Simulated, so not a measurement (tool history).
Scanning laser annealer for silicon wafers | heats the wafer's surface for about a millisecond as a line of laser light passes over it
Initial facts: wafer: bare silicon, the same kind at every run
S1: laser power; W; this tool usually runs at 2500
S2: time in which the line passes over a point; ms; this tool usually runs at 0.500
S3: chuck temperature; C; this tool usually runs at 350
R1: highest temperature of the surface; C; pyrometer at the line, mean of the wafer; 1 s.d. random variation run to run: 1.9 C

{"run": 1, "day": 0.0, "S1": 2500, "S2": 0.5, "S3": 350, "R1": 1057}
{"run": 2, "day": 0.658, "S1": 2500, "S2": 0.5, "S3": 350, "R1": 1059}
{"run": 3, "day": 1.296, "S1": 2500, "S2": 0.5, "S3": 350, "R1": 1057}
{"run": 4, "day": 1.633, "S1": 2500, "S2": 0.5, "S3": 350, "R1": 1055}
{"run": 5, "day": 2.288, "S1": 2500, "S2": 0.5, "S3": 350, "R1": 1053}
{"run": 6, "day": 2.858, "S1": 2500, "S2": 0.5, "S3": 350, "R1": 1053}
{"run": 7, "day": 3.6, "S1": 2500, "S2": 0.5, "S3": 340, "R1": 1044}
{"run": 8, "day": 4.129, "S1": 2500, "S2": 0.5, "S3": 340, "R1": 1043}
{"run": 9, "day": 4.642, "S1": 2500, "S2": 0.5, "S3": 340, "R1": 1042}
{"run": 10, "day": 5.288, "S1": 2500, "S2": 0.481, "S3": 350, "R1": 1038}
{"run": 11, "day": 5.817, "S1": 2500, "S2": 0.5, "S3": 350, "R1": 1055}
{"run": 12, "day": 6.254, "S1": 2500, "S2": 0.5, "S3": 350, "R1": 1051}
{"run": 13, "day": 6.9, "S1": 2125, "S2": 0.5, "S3": 350, "R1": 928}
{"run": 14, "day": 7.554, "S1": 2125, "S2": 0.5, "S3": 350, "R1": 929}
{"run": 15, "day": 7.933, "S1": 2125, "S2": 0.5, "S3": 350, "R1": 928}
{"run": 16, "day": 8.704, "S1": 2125, "S2": 0.5, "S3": 350, "R1": 925}
{"run": 17, "day": 9.288, "S1": 2125, "S2": 0.5, "S3": 350, "R1": 928}
{"run": 18, "day": 9.842, "S1": 2500, "S2": 0.5, "S3": 350, "R1": 1047}
{"run": 19, "day": 10.208, "S1": 2500, "S2": 0.5, "S3": 350, "R1": 1047}
{"run": 20, "day": 10.838, "S1": 2500, "S2": 0.5, "S3": 350, "R1": 1047}
{"run": 21, "day": 11.608, "S1": 2500, "S2": 0.556, "S3": 313, "R1": 1048}
{"run": 22, "day": 11.983, "S1": 2530, "S2": 0.47, "S3": 312, "R1": 995}
{"run": 23, "day": 12.625, "S1": 2530, "S2": 0.478, "S3": 376, "R1": 1068}
{"run": 24, "day": 13.104, "S1": 2287, "S2": 0.611, "S3": 350, "R1": 1043}
{"run": 25, "day": 13.462, "S1": 2435, "S2": 0.367, "S3": 320, "R1": 892}
{"run": 26, "day": 13.896, "S1": 2177, "S2": 0.57, "S3": 350, "R1": 979}
{"run": 27, "day": 14.296, "S1": 2177, "S2": 0.57, "S3": 350, "R1": 984}
{"run": 28, "day": 15.012, "S1": 2512, "S2": 0.488, "S3": 350, "R1": 1036}
{"run": 29, "day": 15.554, "S1": 2728, "S2": 0.5, "S3": 310, "R1": 1080}
{"run": 30, "day": 16.138, "S1": 2638, "S2": 0.444, "S3": 372, "R1": 1063}
{"run": 31, "day": 16.796, "S1": 2500, "S2": 0.518, "S3": 355, "R1": 1058}
{"run": 32, "day": 17.162, "S1": 2500, "S2": 0.518, "S3": 355, "R1": 1060}
{"run": 33, "day": 17.725, "S1": 2500, "S2": 0.489, "S3": 311, "R1": 992}
{"run": 34, "day": 18.333, "S1": 2489, "S2": 0.489, "S3": 313, "R1": 992}
{"run": 35, "day": 19.083, "S1": 2178, "S2": 0.612, "S3": 350, "R1": 1001}
{"run": 36, "day": 19.817, "S1": 2746, "S2": 0.49, "S3": 312, "R1": 1072}
{"run": 37, "day": 20.5, "S1": 2746, "S2": 0.49, "S3": 312, "R1": 1070}
{"day": 20.725, "done": "window over the wafer cleaned"}
{"run": 38, "day": 21.25, "S1": 2670, "S2": 0.5, "S3": 314, "R1": 1113}
{"run": 39, "day": 21.854, "S1": 2295, "S2": 0.5, "S3": 314, "R1": 982}
{"run": 40, "day": 22.592, "S1": 2139, "S2": 0.5, "S3": 341, "R1": 955}

For some of the steps in R1 from one run to the next: how much would appear even if the tool had no hidden state, given the settings, what came in and random variation, and how much remains for the hidden state plus any gauge scatter that the measured result and the result without hidden state don't share?
Hidden state at play: light that passes the window, % of a clean one's; laser's true power over the reading, %; width of the line over the set one, %; drift of the gauge itself on peak_c, C.
Run 12 -> 13: S1 2500 -> 2125. R1 -123 C: hidden state +10, all else -133.
Run 24 -> 25: S1 2287 -> 2435, S2 0.611 -> 0.367, S3 350 -> 320. R1 -151 C: hidden state +11, all else -162.
Run 35 -> 36: S1 2178 -> 2746, S2 0.612 -> 0.490, S3 350 -> 312. R1 +71 C: hidden state -12, all else +83.
Run 37 -> 38: S1 2746 -> 2670, S2 0.490 -> 0.500, S3 312 -> 314, window over the wafer cleaned. R1 +43 C: hidden state +55, all else -12.
Run 38 -> 39: S1 2670 -> 2295. R1 -131 C: hidden state +4, all else -135.
